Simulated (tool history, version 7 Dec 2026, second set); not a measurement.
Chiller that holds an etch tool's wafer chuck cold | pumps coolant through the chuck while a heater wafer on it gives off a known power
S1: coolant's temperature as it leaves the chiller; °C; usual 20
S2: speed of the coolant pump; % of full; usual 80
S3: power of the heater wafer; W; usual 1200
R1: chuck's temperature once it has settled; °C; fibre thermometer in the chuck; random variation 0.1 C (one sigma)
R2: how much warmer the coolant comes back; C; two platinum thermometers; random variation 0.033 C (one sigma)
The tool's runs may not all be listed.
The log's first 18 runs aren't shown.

| run | day | S1 | S2 | S3 | R1 | R2 |
|---|---|---|---|---|---|---|
| 19 | 38.883 | 12 | 61 | 782 | 20.1 | 3.85 |
| 20 | 40.146 | 18 | 61 | 782 | 26 | 3.88 |
| 21 | 42.146 | 24 | 89 | 673 | 29.3 | 2.18 |
| 22 | 44.921 | 24 | 89 | 673 | 29.1 | 2.18 |
| 23 | 47.142 | 14 | 97 | 1364 | 24.3 | 3.98 |
| 24 | 49.033 | 14 | 97 | 1364 | 24.4 | 4.02 |
| 25 | 51.575 | 14 | 97 | 1364 | 24.4 | 3.99 |
| 26 | 54.617 | 14 | 97 | 1364 | 24.3 | 3.99 |
| 27 | 56.896 | 11 | 73 | 942 | 19.6 | 3.8 |
| 28 | 58.212 | 21 | 80 | 1523 | 34.2 | 5.54 |
| 29 | 59.671 | 21 | 80 | 1523 | 34.1 | 5.54 |
| 30 | 62.571 | 12 | 84 | 1200 | 22 | 4.18 |
| 31 | 65.583 | 12 | 70 | 1201 | 23.3 | 5.07 |

Forecast each of these 3 alternatives for the next run:
| A | 67.162 | 26 | 80 | 1200 | ? | ? |
| B | 67.162 | 17 | 70 | 1201 | ? | ? |
| C | 67.162 | 12 | 61 | 1201 | ? | ? |

| run | R1 | R2 |
|---|---|---|
| A | 36.4 | 4.36 |
| B | 28.4 | 5.11 |
| C | 24.7 | 5.9 |
Without the tool's hidden state the same runs would have given:
| run | R1 | R2 |
|---|---|---|
| A | 35.3 | 4.26 |
| B | 27.3 | 4.99 |
| C | 23.4 | 5.77 |
